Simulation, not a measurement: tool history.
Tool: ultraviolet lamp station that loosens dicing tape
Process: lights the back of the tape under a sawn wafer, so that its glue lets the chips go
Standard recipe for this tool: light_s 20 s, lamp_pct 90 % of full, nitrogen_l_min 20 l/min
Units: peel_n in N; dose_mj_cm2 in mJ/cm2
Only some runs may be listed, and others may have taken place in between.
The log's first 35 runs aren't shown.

run	hour	light_s	lamp_pct	nitrogen_l_min	peel_n	dose_mj_cm2
36	1042.7	20	66	7	1.656	163
37	1083.1	23	60	32	0.43	171
38	1123.8	10	94	20	1.392	115
39	1151.5	21	99	11	0.483	254
40	1193.9	35	99	19	0.134	413
41	1211.9	17	77	7	1.825	154
42	1254.7	17	77	7	1.881	157
43	1281.7	34	97	8	0.251	373
44	1307.9	34	97	8	0.253	381

Branching from run 44: 3 alternative next runs. What would each branch give?
A	1331.6	12	61	8	?	?
B	1331.6	20	90	20	?	?
C	1331.6	34	97	13	?	?

run	peel_n	dose_mj_cm2
A	3.447	78
B	0.407	208
C	0.166	378
With the hidden condition removed and each run's random variation left untouched, the same runs would have given:
run	peel_n	dose_mj_cm2
A	2.655	104
B	0.22	270
C	0.125	493

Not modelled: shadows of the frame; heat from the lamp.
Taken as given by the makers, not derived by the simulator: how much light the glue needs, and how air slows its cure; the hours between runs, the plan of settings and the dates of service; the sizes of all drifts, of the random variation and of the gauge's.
